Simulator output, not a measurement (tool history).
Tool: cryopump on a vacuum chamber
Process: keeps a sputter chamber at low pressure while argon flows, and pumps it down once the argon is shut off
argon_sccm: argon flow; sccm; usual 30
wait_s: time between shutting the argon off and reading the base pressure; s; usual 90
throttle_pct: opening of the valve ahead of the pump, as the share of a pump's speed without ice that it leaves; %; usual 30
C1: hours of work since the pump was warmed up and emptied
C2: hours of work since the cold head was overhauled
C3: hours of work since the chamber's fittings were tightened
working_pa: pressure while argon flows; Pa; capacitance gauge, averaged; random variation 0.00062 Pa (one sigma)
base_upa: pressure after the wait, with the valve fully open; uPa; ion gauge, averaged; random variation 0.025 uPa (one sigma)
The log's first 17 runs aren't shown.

{"run": 18, "hour": 690.3, "argon_sccm": 24, "wait_s": 129, "throttle_pct": 17, "C1": 65, "C2": 1364, "C3": 1118, "working_pa": 0.1297, "base_upa": 1.63}
{"hour": 699.5, "done": "leaking fittings of the chamber tightened, without venting"}
{"run": 19, "hour": 725.9, "argon_sccm": 18, "wait_s": 132, "throttle_pct": 19, "C1": 94, "C2": 1394, "C3": 23, "working_pa": 0.0861, "base_upa": 0.82}
{"run": 20, "hour": 776.1, "argon_sccm": 18, "wait_s": 215, "throttle_pct": 28, "C1": 139, "C2": 1438, "C3": 68, "working_pa": 0.0594, "base_upa": 0.6}
{"run": 21, "hour": 817.0, "argon_sccm": 29, "wait_s": 37, "throttle_pct": 24, "C1": 175, "C2": 1475, "C3": 104, "working_pa": 0.1117, "base_upa": 2.44}
{"run": 22, "hour": 869.3, "argon_sccm": 30, "wait_s": 90, "throttle_pct": 35, "C1": 221, "C2": 1521, "C3": 150, "working_pa": 0.0801, "base_upa": 1.19}
{"run": 23, "hour": 910.7, "argon_sccm": 14, "wait_s": 82, "throttle_pct": 35, "C1": 258, "C2": 1558, "C3": 187, "working_pa": 0.0373, "base_upa": 1.32}
{"run": 24, "hour": 947.1, "argon_sccm": 14, "wait_s": 82, "throttle_pct": 35, "C1": 290, "C2": 1590, "C3": 219, "working_pa": 0.0376, "base_upa": 1.35}
{"run": 25, "hour": 968.8, "argon_sccm": 24, "wait_s": 90, "throttle_pct": 33, "C1": 309, "C2": 1609, "C3": 238, "working_pa": 0.0675, "base_upa": 1.29}
{"run": 26, "hour": 1017.0, "argon_sccm": 17, "wait_s": 31, "throttle_pct": 21, "C1": 352, "C2": 1652, "C3": 281, "working_pa": 0.0757, "base_upa": 3.09}
{"run": 27, "hour": 1061.2, "argon_sccm": 14, "wait_s": 90, "throttle_pct": 27, "C1": 391, "C2": 1691, "C3": 320, "working_pa": 0.0485, "base_upa": 1.42}
{"run": 28, "hour": 1110.2, "argon_sccm": 30, "wait_s": 90, "throttle_pct": 26, "C1": 434, "C2": 1734, "C3": 363, "working_pa": 0.1085, "base_upa": 1.4}
{"run": 29, "hour": 1139.9, "argon_sccm": 30, "wait_s": 217, "throttle_pct": 37, "C1": 461, "C2": 1760, "C3": 389, "working_pa": 0.0773, "base_upa": 0.92}
{"run": 30, "hour": 1173.6, "argon_sccm": 30, "wait_s": 264, "throttle_pct": 49, "C1": 490, "C2": 1790, "C3": 419, "working_pa": 0.0597, "base_upa": 0.85}
{"run": 31, "hour": 1206.3, "argon_sccm": 30, "wait_s": 264, "throttle_pct": 49, "C1": 519, "C2": 1819, "C3": 448, "working_pa": 0.0614, "base_upa": 0.86}
{"run": 32, "hour": 1239.1, "argon_sccm": 15, "wait_s": 45, "throttle_pct": 19, "C1": 548, "C2": 1848, "C3": 477, "working_pa": 0.0751, "base_upa": 2.39}

3 ways to go on from here, each from the tool as it stands after run 32. What would each give?
{"run": "A", "hour": 1284.1, "argon_sccm": 24, "wait_s": 242, "throttle_pct": 30, "C1": 588, "C2": 1888, "C3": 517, "working_pa": "?", "base_upa": "?"}
{"run": "B", "hour": 1284.1, "argon_sccm": 18, "wait_s": 126, "throttle_pct": 19, "C1": 588, "C2": 1888, "C3": 517, "working_pa": "?", "base_upa": "?"}
{"run": "C", "hour": 1284.1, "argon_sccm": 15, "wait_s": 107, "throttle_pct": 29, "C1": 588, "C2": 1888, "C3": 517, "working_pa": "?", "base_upa": "?"}

run=A working_pa=0.0771 base_upa=1
run=B working_pa=0.0884 base_upa=1.31
run=C working_pa=0.0498 base_upa=1.36
Without the tool's hidden state the same runs would have given:
run=A working_pa=0.0726 base_upa=0.5
run=B working_pa=0.085 base_upa=0.82
run=C working_pa=0.0469 base_upa=0.87
